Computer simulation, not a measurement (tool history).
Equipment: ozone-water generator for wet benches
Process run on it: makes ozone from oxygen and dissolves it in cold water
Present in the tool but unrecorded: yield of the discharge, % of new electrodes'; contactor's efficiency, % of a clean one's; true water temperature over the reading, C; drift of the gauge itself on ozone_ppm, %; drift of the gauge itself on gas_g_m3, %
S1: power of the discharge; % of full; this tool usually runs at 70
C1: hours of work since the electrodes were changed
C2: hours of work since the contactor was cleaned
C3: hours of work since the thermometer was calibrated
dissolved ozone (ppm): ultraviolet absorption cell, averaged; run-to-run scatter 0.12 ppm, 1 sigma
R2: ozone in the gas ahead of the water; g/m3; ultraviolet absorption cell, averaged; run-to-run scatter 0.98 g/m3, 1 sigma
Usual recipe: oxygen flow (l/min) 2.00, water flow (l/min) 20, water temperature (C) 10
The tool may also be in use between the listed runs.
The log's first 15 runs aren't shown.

run 16 hour=1131.6 | S1=70 oxygen_flow_(l/min)=2.00 water_flow_(l/min)=20 water_temperature_(C)=10 | C1=2036 C2=523 C3=1474 | dissolved_ozone_(ppm)=10.7 R2=152.0
run 17 hour=1237.9 | S1=42 oxygen_flow_(l/min)=2.00 water_flow_(l/min)=14 water_temperature_(C)=7 | C1=2117 C2=603 C3=1554 | dissolved_ozone_(ppm)=10.6 R2=107.6
run 18 hour=1286.5 | S1=42 oxygen_flow_(l/min)=2.00 water_flow_(l/min)=14 water_temperature_(C)=7 | C1=2153 C2=640 C3=1590 | dissolved_ozone_(ppm)=10.7 R2=107.3
run 19 hour=1387.9 | S1=70 oxygen_flow_(l/min)=2.00 water_flow_(l/min)=27 water_temperature_(C)=10 | C1=2229 C2=716 C3=1667 | dissolved_ozone_(ppm)=7.4 R2=152.8
run 20 hour=1465.8 | S1=79 oxygen_flow_(l/min)=1.30 water_flow_(l/min)=17 water_temperature_(C)=18 | C1=2288 C2=775 C3=1725 | dissolved_ozone_(ppm)=12.1 R2=224.1
run 21 hour=1570.8 | S1=48 oxygen_flow_(l/min)=2.00 water_flow_(l/min)=20 water_temperature_(C)=6 | C1=2367 C2=854 C3=1804 | dissolved_ozone_(ppm)=8.2 R2=117.9
run 22 hour=1656.8 | S1=48 oxygen_flow_(l/min)=2.00 water_flow_(l/min)=20 water_temperature_(C)=6 | C1=2432 C2=919 C3=1869 | dissolved_ozone_(ppm)=8.0 R2=117.8
run 23 hour=1741.9 | S1=51 oxygen_flow_(l/min)=2.00 water_flow_(l/min)=28 water_temperature_(C)=17 | C1=2496 C2=983 C3=1933 | dissolved_ozone_(ppm)=5.2 R2=122.0
run 24 hour=1798.9 | S1=70 oxygen_flow_(l/min)=2.00 water_flow_(l/min)=25 water_temperature_(C)=7 | C1=2539 C2=1026 C3=1976 | dissolved_ozone_(ppm)=8.0 R2=151.1
run 25 hour=1882.2 | S1=70 oxygen_flow_(l/min)=1.15 water_flow_(l/min)=19 water_temperature_(C)=7 | C1=2601 C2=1088 C3=2039 | dissolved_ozone_(ppm)=10.1 R2=223.7
run 26 hour=1940.0 | S1=70 oxygen_flow_(l/min)=1.15 water_flow_(l/min)=19 water_temperature_(C)=7 | C1=2645 C2=1132 C3=2082 | dissolved_ozone_(ppm)=10.0 R2=220.4
run 27 hour=2029.3 | S1=70 oxygen_flow_(l/min)=1.15 water_flow_(l/min)=19 water_temperature_(C)=7 | C1=2712 C2=1199 C3=2149 | dissolved_ozone_(ppm)=10.0 R2=222.1
run 28 hour=2099.8 | S1=70 oxygen_flow_(l/min)=1.15 water_flow_(l/min)=27 water_temperature_(C)=9 | C1=2765 C2=1252 C3=2202 | dissolved_ozone_(ppm)=6.3 R2=219.7
run 29 hour=2201.4 | S1=70 oxygen_flow_(l/min)=1.15 water_flow_(l/min)=27 water_temperature_(C)=9 | C1=2842 C2=1329 C3=2279 | dissolved_ozone_(ppm)=6.4 R2=218.7
run 30 hour=2278.4 | S1=70 oxygen_flow_(l/min)=1.15 water_flow_(l/min)=27 water_temperature_(C)=9 | C1=2900 C2=1387 C3=2337 | dissolved_ozone_(ppm)=6.5 R2=219.1
run 31 hour=2336.7 | S1=70 oxygen_flow_(l/min)=1.15 water_flow_(l/min)=27 water_temperature_(C)=9 | C1=2944 C2=1430 C3=2381 | dissolved_ozone_(ppm)=6.4 R2=218.9
run 32 hour=2393.5 | S1=70 oxygen_flow_(l/min)=2.00 water_flow_(l/min)=20 water_temperature_(C)=11 | C1=2986 C2=1473 C3=2423 | dissolved_ozone_(ppm)=10.0 R2=146.3

Consider 3 possible next runs. They are alternatives, not a sequence: every one starts from the tool as it was left by run 32. What does each give?
run A hour=2478.2 | S1=70 oxygen_flow_(l/min)=2.00 water_flow_(l/min)=14 water_temperature_(C)=17 | C1=3050 C2=1537 C3=2487 | dissolved_ozone_(ppm)=? R2=?
run B hour=2478.2 | S1=70 oxygen_flow_(l/min)=1.61 water_flow_(l/min)=19 water_temperature_(C)=9 | C1=3050 C2=1537 C3=2487 | dissolved_ozone_(ppm)=? R2=?
run C hour=2478.2 | S1=90 oxygen_flow_(l/min)=3.03 water_flow_(l/min)=16 water_temperature_(C)=10 | C1=3050 C2=1537 C3=2487 | dissolved_ozone_(ppm)=? R2=?

run=A dissolved_ozone_(ppm)=13.5 R2=147.8
run=B dissolved_ozone_(ppm)=10.2 R2=174.0
run=C dissolved_ozone_(ppm)=15.0 R2=131.9
Had the tool no hidden state, the same runs would have come out as:
run=A dissolved_ozone_(ppm)=15.5 R2=167.6
run=B dissolved_ozone_(ppm)=11.8 R2=197.2
run=C dissolved_ozone_(ppm)=17.7 R2=153.0

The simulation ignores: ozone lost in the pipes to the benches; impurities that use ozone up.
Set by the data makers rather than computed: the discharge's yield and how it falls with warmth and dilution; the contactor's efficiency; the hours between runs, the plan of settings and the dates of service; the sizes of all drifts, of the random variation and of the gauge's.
